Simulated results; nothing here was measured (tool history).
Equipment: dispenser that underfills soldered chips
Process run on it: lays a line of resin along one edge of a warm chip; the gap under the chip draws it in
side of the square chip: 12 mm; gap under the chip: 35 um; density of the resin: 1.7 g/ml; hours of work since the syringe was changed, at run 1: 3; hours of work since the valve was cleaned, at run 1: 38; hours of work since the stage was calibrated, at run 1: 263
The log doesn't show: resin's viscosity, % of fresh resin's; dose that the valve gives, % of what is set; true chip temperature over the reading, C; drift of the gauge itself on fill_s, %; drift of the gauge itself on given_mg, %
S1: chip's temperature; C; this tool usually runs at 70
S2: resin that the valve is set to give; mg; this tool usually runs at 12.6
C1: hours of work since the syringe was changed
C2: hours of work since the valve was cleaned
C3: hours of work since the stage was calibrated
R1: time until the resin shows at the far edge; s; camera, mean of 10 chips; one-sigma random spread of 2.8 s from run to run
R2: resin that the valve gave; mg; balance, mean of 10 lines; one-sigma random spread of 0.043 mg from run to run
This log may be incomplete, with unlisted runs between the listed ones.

run,hour,S1,S2,C1,C2,C3,R1,R2
1,0.0,70,12.6,3,38,263,367.9,12.39
2,5.3,70,12.6,7,42,267,501.4,12.44
# hour 6.3: new syringe of resin
# hour 16.4: new syringe of resin
3,16.7,70,12.6,0,51,276,289.5,12.29
4,24.5,70,14.8,6,57,282,441.3,14.44
# hour 26.6: new syringe of resin
5,33.0,70,14.8,5,63,288,408.8,14.40
# hour 37.5: new syringe of resin
# hour 41.3: dispensing valve cleaned and set on the balance
6,44.6,70,14.8,5,3,296,405.6,14.81
# hour 49.0: new syringe of resin
7,51.5,70,14.8,2,8,301,328.0,14.66
# hour 59.3: new syringe of resin
8,61.1,70,13.1,1,15,308,316.9,12.96
9,68.5,70,13.1,7,21,314,487.1,12.92
# hour 69.8: new syringe of resin
10,74.2,70,12.6,3,25,318,375.4,12.37
# hour 80.2: new syringe of resin
11,86.4,70,12.6,5,34,327,412.6,12.42
# hour 90.5: new syringe of resin
12,97.6,70,15.1,6,42,336,413.1,14.87
# hour 101.1: new syringe of resin
13,110.1,70,11.2,7,52,345,514.9,10.97
# hour 111.1: new syringe of resin
# hour 121.3: new syringe of resin
14,123.3,70,11.2,2,61,355,337.0,10.89
15,130.1,70,11.2,7,67,360,499.6,10.96
# hour 131.7: new syringe of resin
# hour 133.8: dispensing valve cleaned and set on the balance
16,141.1,70,11.2,6,6,368,490.0,11.19
# hour 143.2: new syringe of resin
17,151.0,70,11.2,6,13,375,476.7,11.23
# hour 153.7: new syringe of resin
18,163.1,55,12.9,7,22,384,895.6,12.87
# hour 164.4: new syringe of resin
19,169.9,67,15.4,4,27,389,435.2,15.33
# hour 174.8: new syringe of resin
20,175.8,59,11.3,1,31,393,488.0,11.23
# hour 185.6: new syringe of resin
21,187.6,59,11.3,2,40,402,510.0,11.20
# hour 195.5: new syringe of resin
22,197.9,68,14.9,2,48,410,356.1,14.75
# hour 206.4: new syringe of resin
23,207.3,68,14.9,1,55,417,328.5,14.63
# hour 216.7: new syringe of resin
24,217.7,68,14.9,1,63,425,329.0,14.65
25,223.8,68,14.9,5,67,429,475.0,14.56
# hour 226.1: dispensing valve cleaned and set on the balance
# hour 228.2: new syringe of resin
26,236.3,68,14.9,6,8,438,488.4,14.87
# hour 238.9: new syringe of resin
27,247.2,68,14.9,6,16,446,502.4,14.80
# hour 249.3: new syringe of resin
28,255.0,68,14.9,4,22,452,442.7,14.83
# hour 259.5: new syringe of resin
29,264.2,81,12.6,4,28,459,260.5,12.48
# hour 269.9: new syringe of resin
30,272.8,81,12.6,2,35,465,233.1,12.45
# hour 280.7: new syringe of resin
31,284.8,66,13.5,3,44,474,434.3,13.35
# hour 291.2: new syringe of resin
32,296.3,66,13.5,4,52,483,461.8,13.31
# hour 301.9: new syringe of resin
33,308.9,55,13.5,5,62,492,793.7,13.17
# hour 311.9: new syringe of resin
34,317.1,78,16.2,4,68,499,292.2,15.86

A few steps of R1 between consecutive runs. Split each: what settings, incoming material and random variation would produce without the hidden state, and what is left over for the hidden state, along with gauge scatter present in only one of the two compared results (measured, and without hidden state):
Run 17 -> 18: S1 70 -> 55, S2 11.2 -> 12.9, new syringe of resin. R1 +418.9 s: hidden state +216.7, all else +202.2.
Run 18 -> 19: S1 55 -> 67, S2 12.9 -> 15.4, new syringe of resin. R1 -460.4 s: hidden state -274.8, all else -185.6.
Run 33 -> 34: S1 55 -> 78, S2 13.5 -> 16.2, new syringe of resin. R1 -501.5 s: hidden state -213.2, all else -288.3.
